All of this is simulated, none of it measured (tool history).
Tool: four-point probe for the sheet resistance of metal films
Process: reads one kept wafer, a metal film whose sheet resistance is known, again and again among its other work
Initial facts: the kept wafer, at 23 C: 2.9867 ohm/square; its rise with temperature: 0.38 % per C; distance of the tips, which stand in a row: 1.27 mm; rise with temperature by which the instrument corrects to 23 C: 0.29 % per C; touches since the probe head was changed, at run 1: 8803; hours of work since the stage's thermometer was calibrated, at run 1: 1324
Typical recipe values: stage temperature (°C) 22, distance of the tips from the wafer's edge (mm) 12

run	day	stage temperature (°C)	distance of the tips from the wafer's edge (mm)	touches since the probe head was changed	hours of work since the stage's thermometer was calibrated	sheet resistance as the instrument gives it (ohm/square)
1	0.000	22	12	8803	1324	3.004148
2	0.612	22	12	9039	1331	3.003675
3	1.058	22	20	9209	1337	2.992961
4	1.388	22	33	9336	1341	2.988242
5	1.933	22	33	9546	1347	2.989311
6	2.525	22	33	9773	1355	2.987809
7	3.258	33	30	10055	1364	3.015993
8	3.958	22	58	10324	1372	2.985582

What will run 9 give?
# day 4.029: stage's thermometer calibrated
9	4.542	26	12	10540	6	?

Run 9 gave sheet resistance as the instrument gives it (ohm/square) 3.015392.
Take away the tool's hidden state, keep the run-to-run variation as it was, and the same run would have given sheet resistance as the instrument gives it (ohm/square) 3.012803.
